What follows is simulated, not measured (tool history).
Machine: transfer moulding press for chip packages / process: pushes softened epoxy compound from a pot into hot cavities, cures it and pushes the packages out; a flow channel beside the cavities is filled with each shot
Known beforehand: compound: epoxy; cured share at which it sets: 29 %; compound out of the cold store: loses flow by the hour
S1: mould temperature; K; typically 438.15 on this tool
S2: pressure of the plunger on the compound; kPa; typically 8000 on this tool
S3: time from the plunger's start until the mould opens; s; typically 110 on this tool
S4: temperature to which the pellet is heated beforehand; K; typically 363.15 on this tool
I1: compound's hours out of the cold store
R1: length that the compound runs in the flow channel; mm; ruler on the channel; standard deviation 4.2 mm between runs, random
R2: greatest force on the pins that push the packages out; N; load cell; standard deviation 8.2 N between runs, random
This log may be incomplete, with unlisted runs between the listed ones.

{"run": 1, "hour": 0.0, "S1": 438.15, "S2": 8000, "S3": 110, "S4": 363.15, "I1": 19.5, "R1": 952, "R2": 568}
{"run": 2, "hour": 11.5, "S1": 438.15, "S2": 8000, "S3": 110, "S4": 363.15, "I1": 43.3, "R1": 814, "R2": 576}
{"hour": 19.0, "done": "cavities cleaned with cleaning compound and waxed"}
{"run": 3, "hour": 29.6, "S1": 438.15, "S2": 8000, "S3": 110, "S4": 363.15, "I1": 42.4, "R1": 816, "R2": 404}
{"run": 4, "hour": 49.0, "S1": 438.15, "S2": 8000, "S3": 110, "S4": 363.15, "I1": 40.7, "R1": 824, "R2": 497}
{"run": 5, "hour": 65.7, "S1": 438.15, "S2": 8000, "S3": 110, "S4": 363.15, "I1": 27.8, "R1": 891, "R2": 558}
{"hour": 83.6, "done": "cavities cleaned with cleaning compound and waxed"}
{"run": 6, "hour": 87.8, "S1": 445.15, "S2": 8000, "S3": 110, "S4": 363.15, "I1": 44.9, "R1": 786, "R2": 361}
{"run": 7, "hour": 99.0, "S1": 445.15, "S2": 8000, "S3": 110, "S4": 363.15, "I1": 17.0, "R1": 924, "R2": 422}
{"run": 8, "hour": 120.6, "S1": 438.15, "S2": 8000, "S3": 110, "S4": 363.15, "I1": 9.8, "R1": 1008, "R2": 514}
{"run": 9, "hour": 143.6, "S1": 438.15, "S2": 8000, "S3": 110, "S4": 363.15, "I1": 30.3, "R1": 876, "R2": 595}
{"hour": 148.7, "done": "cavities cleaned with cleaning compound and waxed"}
{"run": 10, "hour": 157.1, "S1": 438.15, "S2": 8000, "S3": 110, "S4": 363.15, "I1": 12.5, "R1": 980, "R2": 408}
{"run": 11, "hour": 177.0, "S1": 438.15, "S2": 8000, "S3": 110, "S4": 363.15, "I1": 42.4, "R1": 804, "R2": 485}
{"run": 12, "hour": 189.4, "S1": 438.15, "S2": 8000, "S3": 110, "S4": 363.15, "I1": 38.8, "R1": 823, "R2": 538}
{"run": 13, "hour": 209.7, "S1": 438.15, "S2": 8000, "S3": 110, "S4": 363.15, "I1": 32.6, "R1": 855, "R2": 572}
{"hour": 213.0, "done": "cavities cleaned with cleaning compound and waxed"}
{"run": 14, "hour": 221.9, "S1": 438.15, "S2": 8000, "S3": 110, "S4": 363.15, "I1": 11.7, "R1": 977, "R2": 411}
{"hour": 234.4, "done": "plunger's sealing rings changed"}
{"run": 15, "hour": 236.1, "S1": 438.15, "S2": 8000, "S3": 110, "S4": 363.15, "I1": 15.7, "R1": 986, "R2": 466}
{"run": 16, "hour": 246.2, "S1": 445.15, "S2": 9080, "S3": 90, "S4": 359.15, "I1": 44.7, "R1": 848, "R2": 476}
{"run": 17, "hour": 266.4, "S1": 442.15, "S2": 7440, "S3": 90, "S4": 359.15, "I1": 23.8, "R1": 889, "R2": 601}
{"run": 18, "hour": 276.4, "S1": 442.15, "S2": 7440, "S3": 118, "S4": 355.15, "I1": 18.7, "R1": 910, "R2": 536}
{"hour": 279.6, "done": "cavities cleaned with cleaning compound and waxed"}
{"run": 19, "hour": 300.5, "S1": 442.15, "S2": 7440, "S3": 118, "S4": 355.15, "I1": 46.5, "R1": 763, "R2": 430}
{"run": 20, "hour": 323.4, "S1": 438.15, "S2": 8000, "S3": 110, "S4": 370.15, "I1": 26.6, "R1": 904, "R2": 540}
{"run": 21, "hour": 338.1, "S1": 438.15, "S2": 6920, "S3": 137, "S4": 363.15, "I1": 47.8, "R1": 736, "R2": 528}
{"hour": 345.3, "done": "cavities cleaned with cleaning compound and waxed"}
{"run": 22, "hour": 359.8, "S1": 442.15, "S2": 6480, "S3": 147, "S4": 362.15, "I1": 16.2, "R1": 863, "R2": 395}
{"run": 23, "hour": 373.6, "S1": 442.15, "S2": 6410, "S3": 113, "S4": 355.15, "I1": 32.7, "R1": 771, "R2": 478}
{"run": 24, "hour": 383.3, "S1": 436.15, "S2": 9820, "S3": 105, "S4": 364.15, "I1": 22.7, "R1": 1031, "R2": 564}
{"run": 25, "hour": 405.8, "S1": 443.15, "S2": 9250, "S3": 148, "S4": 357.15, "I1": 14.6, "R1": 1035, "R2": 532}
{"hour": 410.0, "done": "cavities cleaned with cleaning compound and waxed"}
{"run": 26, "hour": 420.9, "S1": 443.15, "S2": 8760, "S3": 148, "S4": 360.15, "I1": 14.7, "R1": 987, "R2": 375}
{"run": 27, "hour": 431.7, "S1": 432.15, "S2": 9450, "S3": 123, "S4": 364.15, "I1": 21.9, "R1": 1031, "R2": 499}
{"run": 28, "hour": 451.8, "S1": 438.15, "S2": 9410, "S3": 110, "S4": 363.15, "I1": 46.6, "R1": 848, "R2": 516}

Branching from run 28: 3 alternative next runs. What would each branch give?
{"run": "A", "hour": 469.4, "S1": 438.15, "S2": 6160, "S3": 110, "S4": 363.15, "I1": 21.7, "R1": "?", "R2": "?"}
{"run": "B", "hour": 469.4, "S1": 438.15, "S2": 6430, "S3": 92, "S4": 363.15, "I1": 46.4, "R1": "?", "R2": "?"}
{"run": "C", "hour": 469.4, "S1": 438.15, "S2": 8000, "S3": 111, "S4": 363.15, "I1": 20.4, "R1": "?", "R2": "?"}

run=A R1=808 R2=589
run=B R1=705 R2=701
run=C R1=933 R2=574
Without the tool's hidden state the same runs would have given:
run=A R1=838 R2=364
run=B R1=730 R2=446
run=C R1=967 R2=355
